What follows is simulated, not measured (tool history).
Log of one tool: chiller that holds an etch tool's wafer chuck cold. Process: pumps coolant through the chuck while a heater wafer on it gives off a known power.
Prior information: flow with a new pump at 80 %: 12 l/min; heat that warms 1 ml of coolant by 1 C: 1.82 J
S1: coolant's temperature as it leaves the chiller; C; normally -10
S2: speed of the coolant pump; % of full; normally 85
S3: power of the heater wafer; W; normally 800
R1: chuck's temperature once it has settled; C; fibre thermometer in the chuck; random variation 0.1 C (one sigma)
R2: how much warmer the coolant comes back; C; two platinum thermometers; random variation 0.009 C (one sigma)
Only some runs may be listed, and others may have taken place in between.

Run 1, hour 0: usual settings. Result: R1 -3.3 C, R2 2.142 C.
Run 2, hour 83.4: usual settings. Result: R1 -3.3 C, R2 2.17 C.
Run 3, hour 146.3: usual settings. Result: R1 -3.2 C, R2 2.159 C.
Run 4, hour 265.6: usual settings but S2 66 % of full. Result: R1 -1.6 C, R2 2.79 C.
Run 5, hour 364.6: usual settings but S2 66 % of full. Result: R1 -1.7 C, R2 2.835 C.
Run 6, hour 453.2: usual settings but S2 66 % of full. Result: R1 -1.7 C, R2 2.825 C.
Run 7, hour 563.1: usual settings but S2 66 % of full. Result: R1 -1.4 C, R2 2.814 C.
Run 8, hour 671.5: usual settings but S2 66 % of full. Result: R1 -1.4 C, R2 2.833 C.
Run 9, hour 791.3: usual settings but S1 -14 C, S2 66 % of full. Result: R1 -5.3 C, R2 2.822 C.
Run 10, hour 872.5: usual settings but S1 -14 C, S2 66 % of full. Result: R1 -5.2 C, R2 2.813 C.
Run 11, hour 1014.2: usual settings but S1 -14 C, S2 66 % of full. Result: R1 -5.3 C, R2 2.83 C.
Run 12, hour 1156.1: usual settings. Result: R1 -2.9 C, R2 2.181 C.
Run 13, hour 1233.5: usual settings. Result: R1 -2.7 C, R2 2.18 C.
Run 14, hour 1347.5: usual settings. Result: R1 -2.7 C, R2 2.192 C.
Run 15, hour 1450.5: usual settings but S1 -5 C, S2 71 % of full, S3 591 W. Result: R1 1.2 C, R2 1.95 C.
Run 16, hour 1549.7: usual settings but S1 -7 C, S2 89 % of full, S3 564 W. Result: R1 -2.1 C, R2 1.479 C.
Run 17, hour 1629.1: usual settings but S1 -7 C, S2 89 % of full, S3 564 W. Result: R1 -1.9 C, R2 1.482 C.
Run 18, hour 1736.7: usual settings but S3 503 W. Result: R1 -5.1 C, R2 1.375 C.
Run 19, hour 1829.9: usual settings but S1 -13 C, S2 81 % of full, S3 503 W. Result: R1 -8 C, R2 1.44 C.
At hour 1863.8: coolant pump overhauled.
Run 20, hour 1931.6: usual settings but S1 0 C, S2 86 % of full, S3 442 W. Result: R1 4.1 C, R2 1.129 C.
Run 21, hour 2052.9: usual settings but S1 -14 C, S3 771 W. Result: R1 -6.9 C, R2 1.988 C.
Run 22, hour 2133.5: usual settings but S1 -2 C, S2 99 % of full. Result: R1 4.5 C, R2 1.769 C.

What will run 23 give?
Run 23, hour 2261.8: usual settings but S1 -5 C, S2 99 % of full. Result: R1 ?, R2 ?.

Run 23 measured R1 1.3 C, R2 1.757 C.
Minus the tool's unlogged condition, the same run would have read R1 0.2 C, R2 1.757 C.

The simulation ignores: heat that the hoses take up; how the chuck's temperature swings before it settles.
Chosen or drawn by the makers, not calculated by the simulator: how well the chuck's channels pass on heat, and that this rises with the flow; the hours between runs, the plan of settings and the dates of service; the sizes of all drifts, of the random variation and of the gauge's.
